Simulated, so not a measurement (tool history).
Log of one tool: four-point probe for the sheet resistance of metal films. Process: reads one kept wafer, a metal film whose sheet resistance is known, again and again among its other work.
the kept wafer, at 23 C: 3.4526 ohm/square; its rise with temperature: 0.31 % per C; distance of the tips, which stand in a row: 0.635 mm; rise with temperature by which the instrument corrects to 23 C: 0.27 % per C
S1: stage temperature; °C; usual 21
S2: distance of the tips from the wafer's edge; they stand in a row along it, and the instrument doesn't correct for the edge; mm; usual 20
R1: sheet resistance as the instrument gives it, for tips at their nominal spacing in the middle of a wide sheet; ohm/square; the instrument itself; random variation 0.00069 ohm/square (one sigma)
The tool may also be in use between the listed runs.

run,hour,S1,S2,R1
1,0.0,21,20,3.451775
2,49.8,31,20,3.466763
3,83.9,31,20,3.466283
4,127.8,31,20,3.466739
5,175.6,31,20,3.466088
6,226.5,21,20,3.450533
7,251.1,21,20,3.450809
8,302.0,21,53,3.449026
9,337.7,21,53,3.449969
10,367.5,25,7,3.470719
11,401.5,25,7,3.469715
12,453.3,34,5,3.498953
13,483.8,34,5,3.498747
14,512.7,34,5,3.498738
15,551.1,32,59,3.465907
16,575.3,26,35,3.457077
17,605.9,21,15,3.452010
18,659.3,21,15,3.452903

Forecast each of these 4 alternatives for the next run:
A,696.8,18,6,?
B,696.8,27,11,?
C,696.8,21,23,?
D,696.8,19,53,?

run,R1
A,3.465359
B,3.466038
C,3.449804
D,3.446789
Without the tool's hidden state the same runs would have given:
run,R1
A,3.465687
B,3.466364
C,3.450130
D,3.447115
